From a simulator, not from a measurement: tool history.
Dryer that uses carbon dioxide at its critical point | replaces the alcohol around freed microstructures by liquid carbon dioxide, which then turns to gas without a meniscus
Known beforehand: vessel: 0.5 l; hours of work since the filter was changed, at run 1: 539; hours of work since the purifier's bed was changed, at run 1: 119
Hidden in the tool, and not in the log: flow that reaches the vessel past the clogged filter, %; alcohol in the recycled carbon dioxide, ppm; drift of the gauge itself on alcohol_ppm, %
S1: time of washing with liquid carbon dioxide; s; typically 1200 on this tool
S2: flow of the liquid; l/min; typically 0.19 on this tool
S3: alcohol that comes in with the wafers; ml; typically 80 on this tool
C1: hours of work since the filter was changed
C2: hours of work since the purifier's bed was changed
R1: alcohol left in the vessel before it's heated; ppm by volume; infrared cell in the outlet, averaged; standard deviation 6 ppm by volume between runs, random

Run 1, hour 0: usual settings; C1 539; C2 119. Result: R1 451 ppm by volume.
Run 2, hour 6.5: usual settings but S1 1020 s; C1 542; C2 121. Result: R1 1135 ppm by volume.
Run 3, hour 13.5: usual settings; C1 544; C2 123. Result: R1 463 ppm by volume.
Run 4, hour 18.3: usual settings; C1 546; C2 125. Result: R1 472 ppm by volume.
Run 5, hour 27.8: usual settings; C1 549; C2 128. Result: R1 465 ppm by volume.
Run 6, hour 33.1: usual settings; C1 551; C2 130. Result: R1 469 ppm by volume.
Run 7, hour 38: usual settings; C1 553; C2 132. Result: R1 461 ppm by volume.
Run 8, hour 48.7: usual settings; C1 556; C2 135. Result: R1 465 ppm by volume.
Run 9, hour 57.2: usual settings; C1 559; C2 138. Result: R1 466 ppm by volume.
Run 10, hour 65.9: usual settings; C1 562; C2 141. Result: R1 474 ppm by volume.
Run 11, hour 73.9: usual settings; C1 565; C2 144. Result: R1 482 ppm by volume.
Run 12, hour 82.7: usual settings; C1 568; C2 147. Result: R1 493 ppm by volume.
Run 13, hour 89.5: usual settings; C1 571; C2 150. Result: R1 477 ppm by volume.
Run 14, hour 98.9: usual settings; C1 574; C2 153. Result: R1 487 ppm by volume.
Run 15, hour 108: usual settings; C1 577; C2 156. Result: R1 484 ppm by volume.
Run 16, hour 112.7: usual settings; C1 579; C2 158. Result: R1 489 ppm by volume.
Run 17, hour 121.4: usual settings; C1 582; C2 161. Result: R1 477 ppm by volume.
At hour 128.1: inlet filter changed.
Run 18, hour 129.1: usual settings; C1 0; C2 163. Result: R1 237 ppm by volume.
Run 19, hour 134.8: usual settings; C1 2; C2 165. Result: R1 251 ppm by volume.
Run 20, hour 140.6: usual settings; C1 4; C2 167. Result: R1 244 ppm by volume.
Run 21, hour 148.6: usual settings but S3 110 ml; C1 7; C2 170. Result: R1 338 ppm by volume.
Run 22, hour 157.6: usual settings but S3 110 ml; C1 10; C2 173. Result: R1 333 ppm by volume.
Run 23, hour 163.7: usual settings but S3 110 ml; C1 12; C2 175. Result: R1 322 ppm by volume.
Run 24, hour 173.2: usual settings but S3 87 ml; C1 16; C2 178. Result: R1 265 ppm by volume.
Run 25, hour 178.5: usual settings but S2 0.142 l/min, S3 57 ml; C1 17; C2 180. Result: R1 864 ppm by volume.
Run 26, hour 186.3: usual settings but S2 0.142 l/min, S3 57 ml; C1 20; C2 183. Result: R1 843 ppm by volume.
Run 27, hour 196.4: usual settings but S1 960 s, S2 0.13 l/min; C1 24; C2 186. Result: R1 4347 ppm by volume.
Run 28, hour 201.1: usual settings but S1 1320 s, S2 0.13 l/min; C1 25; C2 188. Result: R1 1125 ppm by volume.
Run 29, hour 211.9: usual settings but S1 900 s, S3 63 ml; C1 29; C2 192. Result: R1 988 ppm by volume.
Run 30, hour 217.7: usual settings but S1 840 s; C1 31; C2 194. Result: R1 1753 ppm by volume.
Run 31, hour 224.3: usual settings but S1 900 s, S2 0.254 l/min, S3 31 ml; C1 33; C2 196. Result: R1 117 ppm by volume.
Run 32, hour 230.1: usual settings but S1 1140 s, S2 0.233 l/min; C1 35; C2 198. Result: R1 104 ppm by volume.
Run 33, hour 234.7: usual settings but S1 1140 s, S2 0.152 l/min, S3 85 ml; C1 37; C2 200. Result: R1 1179 ppm by volume.
Run 34, hour 245.2: usual settings but S1 1500 s, S2 0.322 l/min, S3 41 ml; C1 41; C2 203. Result: R1 18 ppm by volume.
Run 35, hour 252.2: usual settings but S1 1380 s, S2 0.199 l/min, S3 70 ml; C1 43; C2 206. Result: R1 66 ppm by volume.
Run 36, hour 257.6: usual settings but S1 1380 s, S2 0.199 l/min, S3 70 ml; C1 45; C2 207. Result: R1 71 ppm by volume.
Run 37, hour 264.1: usual settings but S1 1440 s, S2 0.263 l/min, S3 30 ml; C1 47; C2 210. Result: R1 7 ppm by volume.
Run 38, hour 270.3: usual settings but S3 95 ml; C1 49; C2 212. Result: R1 319 ppm by volume.
Run 39, hour 277.5: usual settings but S1 1560 s, S2 0.209 l/min, S3 95 ml; C1 52; C2 214. Result: R1 32 ppm by volume.
Run 40, hour 288.1: usual settings but S2 0.133 l/min, S3 45 ml; C1 55; C2 218. Result: R1 913 ppm by volume.
Run 41, hour 294.5: usual settings but S2 0.139 l/min, S3 45 ml; C1 58; C2 220. Result: R1 748 ppm by volume.
Run 42, hour 301.3: usual settings but S1 1140 s, S2 0.21 l/min, S3 29 ml; C1 60; C2 223. Result: R1 80 ppm by volume.
Run 43, hour 308.7: usual settings but S3 38 ml; C1 63; C2 225. Result: R1 134 ppm by volume.
Run 44, hour 313.2: usual settings but S1 1860 s, S2 0.195 l/min; C1 64; C2 227. Result: R1 31 ppm by volume.
Run 45, hour 322.2: usual settings but S1 1860 s, S2 0.229 l/min, S3 35 ml; C1 67; C2 230. Result: R1 17 ppm by volume.
Run 46, hour 330.9: usual settings but S1 1020 s, S2 0.229 l/min, S3 43 ml; C1 70; C2 233. Result: R1 143 ppm by volume.
Run 47, hour 341.3: usual settings but S1 1020 s, S2 0.229 l/min, S3 43 ml; C1 74; C2 236. Result: R1 142 ppm by volume.

Run by run, hidden condition taken away, random variation retained:
run    R1
  1   214
  2   613
  3   221
  4   227
  5   222
  6   222
  7   216
  8   222
  9   221
 10   222
 11   228
 12   233
 13   223
 14   228
 15   224
 16   223
 17   213
 18   217
 19   230
 20   223
 21   309
 22   304
 23   293
 24   239
 25   806
 26   784
 27  4128
 28  1042
 29   911
 30  1628
 31    99
 32    86
 33  1080
 34    10
 35    50
 36    55
 37     0
 38   275
 39    20
 40   825
 41   670
 42    62
 43   109
 44    20
 45     7
 46   117
 47   115
